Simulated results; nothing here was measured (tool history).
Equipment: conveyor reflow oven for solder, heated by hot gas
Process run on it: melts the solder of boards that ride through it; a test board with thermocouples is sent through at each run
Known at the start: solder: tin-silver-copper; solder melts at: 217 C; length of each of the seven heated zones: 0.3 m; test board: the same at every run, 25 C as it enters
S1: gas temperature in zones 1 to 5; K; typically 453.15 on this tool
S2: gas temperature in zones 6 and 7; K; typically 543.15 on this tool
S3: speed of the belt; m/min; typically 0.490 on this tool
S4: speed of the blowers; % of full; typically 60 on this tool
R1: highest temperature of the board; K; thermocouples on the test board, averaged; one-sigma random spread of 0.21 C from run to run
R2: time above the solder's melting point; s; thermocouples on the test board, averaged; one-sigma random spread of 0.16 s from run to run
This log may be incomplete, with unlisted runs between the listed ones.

| run | hour | S1 | S2 | S3 | S4 | R1 | R2 |
|---|---|---|---|---|---|---|---|
| 1 | 0.0 | 453.15 | 543.15 | 0.490 | 60 | 527.55 | 58.7 |
| 2 | 15.8 | 453.15 | 550.15 | 0.490 | 60 | 533.55 | 62.0 |
| 3 | 37.0 | 453.15 | 543.15 | 0.490 | 60 | 527.35 | 58.6 |
| 4 | 53.4 | 453.15 | 543.15 | 0.490 | 60 | 527.65 | 58.8 |
| 5 | 66.1 | 445.15 | 543.15 | 0.490 | 60 | 526.55 | 54.8 |
| 6 | 88.2 | 445.15 | 543.15 | 0.490 | 60 | 525.95 | 54.3 |
|  | 102.2 | flux residue cleaned out of gas plates and filters |
| 7 | 112.0 | 445.15 | 543.15 | 0.490 | 60 | 526.25 | 54.8 |
| 8 | 122.0 | 445.15 | 543.15 | 0.490 | 60 | 526.65 | 55.2 |
| 9 | 141.8 | 453.15 | 543.15 | 0.490 | 60 | 527.85 | 58.4 |
| 10 | 152.3 | 453.15 | 543.15 | 0.490 | 60 | 527.95 | 58.5 |
| 11 | 174.8 | 453.15 | 543.15 | 0.490 | 60 | 527.95 | 58.7 |
| 12 | 185.0 | 453.15 | 543.15 | 0.490 | 60 | 527.85 | 58.5 |
| 13 | 195.3 | 453.15 | 557.15 | 0.490 | 60 | 539.85 | 65.4 |
| 14 | 207.2 | 453.15 | 532.15 | 0.490 | 60 | 518.65 | 52.0 |
| 15 | 223.5 | 458.15 | 543.15 | 0.490 | 60 | 528.55 | 61.0 |
| 16 | 246.6 | 458.15 | 543.15 | 0.490 | 60 | 528.75 | 61.2 |
| 17 | 256.5 | 463.15 | 543.15 | 0.568 | 60 | 525.45 | 51.6 |
| 18 | 278.5 | 463.15 | 543.15 | 0.568 | 60 | 525.25 | 51.7 |
| 19 | 295.1 | 447.15 | 543.15 | 0.483 | 60 | 527.15 | 57.0 |
| 20 | 304.8 | 447.15 | 537.15 | 0.490 | 60 | 521.35 | 52.1 |
| 21 | 317.2 | 447.15 | 537.15 | 0.490 | 60 | 521.55 | 52.3 |
| 22 | 335.7 | 447.15 | 537.15 | 0.462 | 60 | 523.05 | 57.0 |
| 23 | 345.9 | 447.15 | 537.15 | 0.529 | 60 | 518.85 | 45.7 |
| 24 | 369.2 | 447.15 | 547.15 | 0.529 | 72 | 530.85 | 53.8 |
| 25 | 384.6 | 447.15 | 547.15 | 0.529 | 72 | 531.15 | 54.0 |
| 26 | 398.0 | 450.15 | 534.15 | 0.490 | 69 | 521.35 | 53.7 |
| 27 | 419.9 | 444.15 | 543.15 | 0.490 | 60 | 526.25 | 54.1 |
| 28 | 435.8 | 444.15 | 543.15 | 0.490 | 88 | 532.25 | 59.2 |
| 29 | 449.4 | 455.15 | 543.15 | 0.490 | 53 | 526.15 | 58.2 |
| 30 | 460.1 | 453.15 | 554.15 | 0.581 | 60 | 531.25 | 50.2 |
| 31 | 475.3 | 453.15 | 550.15 | 0.420 | 83 | 542.35 | 78.3 |

Predict each of these 3 candidate next runs independently; none follows another, all start after run 31:
| A | 497.6 | 453.15 | 550.15 | 0.520 | 55 | ? | ? |
| B | 497.6 | 445.15 | 550.15 | 0.406 | 56 | ? | ? |
| C | 497.6 | 455.15 | 541.15 | 0.490 | 51 | ? | ? |

| run | R1 | R2 |
|---|---|---|
| A | 530.55 | 55.9 |
| B | 537.25 | 75.0 |
| C | 524.15 | 56.0 |
Had the tool no hidden state, the same runs would have come out as:
| run | R1 | R2 |
|---|---|---|
| A | 530.55 | 55.8 |
| B | 537.25 | 74.9 |
| C | 524.05 | 55.9 |

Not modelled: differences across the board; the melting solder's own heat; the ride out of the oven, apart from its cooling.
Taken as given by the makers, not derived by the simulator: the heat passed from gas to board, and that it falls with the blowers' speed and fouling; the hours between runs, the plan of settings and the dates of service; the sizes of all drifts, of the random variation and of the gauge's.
